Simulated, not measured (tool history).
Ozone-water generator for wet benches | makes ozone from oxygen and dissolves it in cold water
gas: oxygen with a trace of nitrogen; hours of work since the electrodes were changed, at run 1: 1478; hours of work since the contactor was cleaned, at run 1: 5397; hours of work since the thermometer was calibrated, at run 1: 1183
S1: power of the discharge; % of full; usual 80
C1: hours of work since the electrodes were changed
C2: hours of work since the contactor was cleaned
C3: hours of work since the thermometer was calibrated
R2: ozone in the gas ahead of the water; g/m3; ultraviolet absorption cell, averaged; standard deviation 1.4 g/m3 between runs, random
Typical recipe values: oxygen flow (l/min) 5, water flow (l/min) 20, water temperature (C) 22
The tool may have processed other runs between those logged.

run 1 hour=0 | S1=80 oxygen_flow_(l/min)=5 water_flow_(l/min)=20 water_temperature_(C)=22 | C1=1478 C2=5397 C3=1183 | dissolved_ozone_(ppm)=17.1 R2=248.5
run 2 hour=68.9 | S1=80 oxygen_flow_(l/min)=5 water_flow_(l/min)=20 water_temperature_(C)=22 | C1=1533 C2=5451 C3=1238 | dissolved_ozone_(ppm)=17.2 R2=248.1
run 3 hour=161.5 | S1=80 oxygen_flow_(l/min)=5 water_flow_(l/min)=20 water_temperature_(C)=22 | C1=1606 C2=5525 C3=1311 | dissolved_ozone_(ppm)=17.1 R2=248.9
run 4 hour=251.1 | S1=80 oxygen_flow_(l/min)=5 water_flow_(l/min)=20 water_temperature_(C)=22 | C1=1677 C2=5596 C3=1382 | dissolved_ozone_(ppm)=16.8 R2=246.9
run 5 hour=355.6 | S1=80 oxygen_flow_(l/min)=5 water_flow_(l/min)=20 water_temperature_(C)=22 | C1=1760 C2=5678 C3=1465 | dissolved_ozone_(ppm)=17 R2=246.5
run 6 hour=463.6 | S1=80 oxygen_flow_(l/min)=5 water_flow_(l/min)=20 water_temperature_(C)=22 | C1=1845 C2=5764 C3=1550 | dissolved_ozone_(ppm)=17 R2=246.6
run 7 hour=530.4 | S1=86 oxygen_flow_(l/min)=3.41 water_flow_(l/min)=20 water_temperature_(C)=22 | C1=1898 C2=5817 C3=1603 | dissolved_ozone_(ppm)=17.3 R2=313.4
-- hour=573.5 contactor cleaned
run 8 hour=661.6 | S1=49 oxygen_flow_(l/min)=3.88 water_flow_(l/min)=20 water_temperature_(C)=22 | C1=1999 C2=70 C3=1704 | dissolved_ozone_(ppm)=14.3 R2=221.1
run 9 hour=778.8 | S1=49 oxygen_flow_(l/min)=3.88 water_flow_(l/min)=20 water_temperature_(C)=25 | C1=2092 C2=163 C3=1797 | dissolved_ozone_(ppm)=13.3 R2=220.4
run 10 hour=843.2 | S1=49 oxygen_flow_(l/min)=3.88 water_flow_(l/min)=20 water_temperature_(C)=25 | C1=2143 C2=214 C3=1848 | dissolved_ozone_(ppm)=13.6 R2=220.5
run 11 hour=926.4 | S1=49 oxygen_flow_(l/min)=3.74 water_flow_(l/min)=20 water_temperature_(C)=17 | C1=2209 C2=279 C3=1914 | dissolved_ozone_(ppm)=15 R2=222.2

Branching from run 11: 4 alternative next runs. What would each branch give?
run A hour=1037.2 | S1=80 oxygen_flow_(l/min)=8.53 water_flow_(l/min)=20 water_temperature_(C)=20 | C1=2296 C2=367 C3=2001 | dissolved_ozone_(ppm)=? R2=?
run B hour=1037.2 | S1=49 oxygen_flow_(l/min)=3.52 water_flow_(l/min)=14 water_temperature_(C)=15 | C1=2296 C2=367 C3=2001 | dissolved_ozone_(ppm)=? R2=?
run C hour=1037.2 | S1=41 oxygen_flow_(l/min)=3.3 water_flow_(l/min)=20 water_temperature_(C)=19 | C1=2296 C2=367 C3=2001 | dissolved_ozone_(ppm)=? R2=?
run D hour=1037.2 | S1=57 oxygen_flow_(l/min)=3.74 water_flow_(l/min)=20 water_temperature_(C)=17 | C1=2296 C2=367 C3=2001 | dissolved_ozone_(ppm)=? R2=?

run=A dissolved_ozone_(ppm)=18.2 R2=181.9
run=B dissolved_ozone_(ppm)=21.5 R2=231.1
run=C dissolved_ozone_(ppm)=13.4 R2=219.8
run=D dissolved_ozone_(ppm)=16.2 R2=241.4
With no hidden state in the tool, these same runs would have given:
run=A dissolved_ozone_(ppm)=19.5 R2=193.7
run=B dissolved_ozone_(ppm)=22.7 R2=242.6
run=C dissolved_ozone_(ppm)=14.1 R2=229.6
run=D dissolved_ozone_(ppm)=17.2 R2=254.4
